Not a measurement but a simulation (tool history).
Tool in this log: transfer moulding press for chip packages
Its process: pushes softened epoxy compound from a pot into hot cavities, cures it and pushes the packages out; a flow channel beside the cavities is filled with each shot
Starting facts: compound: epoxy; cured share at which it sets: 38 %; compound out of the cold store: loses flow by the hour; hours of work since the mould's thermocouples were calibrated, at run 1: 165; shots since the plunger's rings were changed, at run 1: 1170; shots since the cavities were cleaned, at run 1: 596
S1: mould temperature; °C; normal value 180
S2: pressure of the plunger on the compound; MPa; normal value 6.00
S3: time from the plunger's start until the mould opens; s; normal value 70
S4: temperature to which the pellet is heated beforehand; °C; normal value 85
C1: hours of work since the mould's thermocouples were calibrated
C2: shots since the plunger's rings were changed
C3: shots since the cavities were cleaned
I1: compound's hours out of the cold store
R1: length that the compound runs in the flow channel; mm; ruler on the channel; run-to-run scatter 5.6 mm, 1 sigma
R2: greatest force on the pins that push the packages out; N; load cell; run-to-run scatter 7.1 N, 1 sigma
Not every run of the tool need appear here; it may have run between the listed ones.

run	hour	S1	S2	S3	S4	C1	C2	C3	I1	R1	R2
1	0.0	180	6.00	70	85	165	1170	596	16.6	598	490
2	8.4	180	6.00	70	85	170	1301	727	15.6	601	517
# hour 15.4: cavities cleaned with cleaning compound and waxed
3	17.6	185	6.00	70	85	175	1420	34	8.6	615	240
4	22.9	185	6.00	70	85	178	1502	116	26.5	571	255
5	32.0	180	6.00	70	85	183	1644	258	29.8	584	390
6	40.6	180	6.00	70	85	188	1778	392	46.4	551	428
7	49.7	180	6.00	70	85	194	1919	533	13.1	597	475
8	55.9	180	6.00	70	85	197	2016	630	27.3	572	502
9	62.7	180	6.00	70	85	201	2121	735	35.1	560	513
# hour 69.0: cavities cleaned with cleaning compound and waxed
10	69.6	173	6.02	102	83	204	2205	10	31.4	582	225
11	79.1	173	6.02	56	83	210	2352	157	32.9	582	984
12	84.5	181	6.00	97	85	213	2437	242	14.3	590	244
13	92.5	181	6.00	97	85	218	2562	367	14.3	600	260
14	96.8	176	6.00	70	84	220	2627	432	42.0	560	626
15	104.9	175	5.71	70	77	225	2753	558	21.0	572	775
16	111.7	175	5.71	67	77	229	2860	665	24.6	578	871
17	116.5	181	7.40	55	82	232	2934	739	13.6	649	1003

Predict each of these 3 candidate next runs independently; none follows another, all start after run 17:
# hour 122.5: cavities cleaned with cleaning compound and waxed
A	125.8	181	7.40	55	77	237	3056	52	16.6	?	?
# hour 122.5: cavities cleaned with cleaning compound and waxed
B	125.8	172	6.10	89	85	237	3056	52	10.2	?	?
# hour 122.5: cavities cleaned with cleaning compound and waxed
C	125.8	183	4.82	108	85	237	3056	52	39.9	?	?

run	R1	R2
A	644	651
B	608	378
C	485	203
With the hidden condition removed and each run's random variation left untouched, the same runs would have given:
run	R1	R2
A	685	575
B	647	331
C	515	184
